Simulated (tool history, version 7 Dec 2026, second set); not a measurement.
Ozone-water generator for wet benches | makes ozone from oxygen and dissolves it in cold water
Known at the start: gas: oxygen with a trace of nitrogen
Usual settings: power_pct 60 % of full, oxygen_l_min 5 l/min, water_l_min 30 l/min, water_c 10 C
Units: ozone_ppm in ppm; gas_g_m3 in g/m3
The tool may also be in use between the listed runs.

run	hour	power_pct	oxygen_l_min	water_l_min	water_c	ozone_ppm	gas_g_m3
1	0	60	5	30	10	14.8	149.4
2	182.6	60	5	30	10	14.7	149.5
3	352	60	5	30	10	14.9	149.9
4	578	60	5	30	10	14.7	149.7
5	673.2	60	5	30	10	14.7	149.6
6	903.2	60	5	30	10	14.3	148
7	1045.1	60	5.99	30	10	15.3	139.2
8	1247.4	78	5.99	30	10	17.2	155.5
9	1462.1	78	5.99	30	10	17.1	155.4
10	1582.4	60	2.81	30	10	11.7	186.6
11	1807.4	60	6.54	30	10	15.4	130.9
# hour 2000: contactor cleaned
12	2000	60	6.54	30	10	15.9	132
13	2124.2	60	6.54	30	10	15.8	131.2
14	2297.6	60	5	30	8	15.1	145.6
15	2425.8	60	5	30	8	15	145.9
16	2638.4	60	5	30	8	14.9	145.5
17	2746.4	60	5	30	8	14.9	145.3
18	2923.8	60	5	30	8	14.8	144.5
19	3082.9	76	5.33	30	9	16.8	156.7
20	3203.4	60	5.73	20	10	20.6	135.6
21	3297.7	62	5.8	26	10	17.2	135.4
22	3474.8	68	5.8	33	10	14.6	143.3
23	3573	60	4.91	30	10	14.4	142.8
24	3763.3	77	4.31	30	14	14.6	172.1
25	3862.5	84	6.81	22	5	24.2	147.3
26	3993.3	51	3.21	33	6	10.5	157.2
27	4107.2	60	4.8	30	10	14	143.5
28	4249.1	71	2.73	30	7	12.5	198
29	4427.8	89	3.69	21	5	21.5	194
30	4566.5	89	3.69	21	5	21.9	190.9
31	4757.3	89	3.69	21	5	21.6	190.7
32	4891.5	88	2.95	30	16	13	208.1

5 ways to go on from here, each from the tool as it stands after run 32. What would each give?
A	5006.1	94	2.95	37	16	?	?
B	5006.1	56	5.31	30	15	?	?
C	5006.1	88	2.95	30	12	?	?
D	5006.1	87	8.05	30	5	?	?
E	5006.1	88	2.95	20	8	?	?

run	ozone_ppm	gas_g_m3
A	11.4	214.5
B	13.1	130.6
C	13.5	206.4
D	20.1	140.1
E	20.7	207.9
Without the tool's hidden state the same runs would have given:
run	ozone_ppm	gas_g_m3
A	13.5	252.9
B	15.1	148.5
C	16	242.4
D	23.8	164.1
E	24.5	243.9
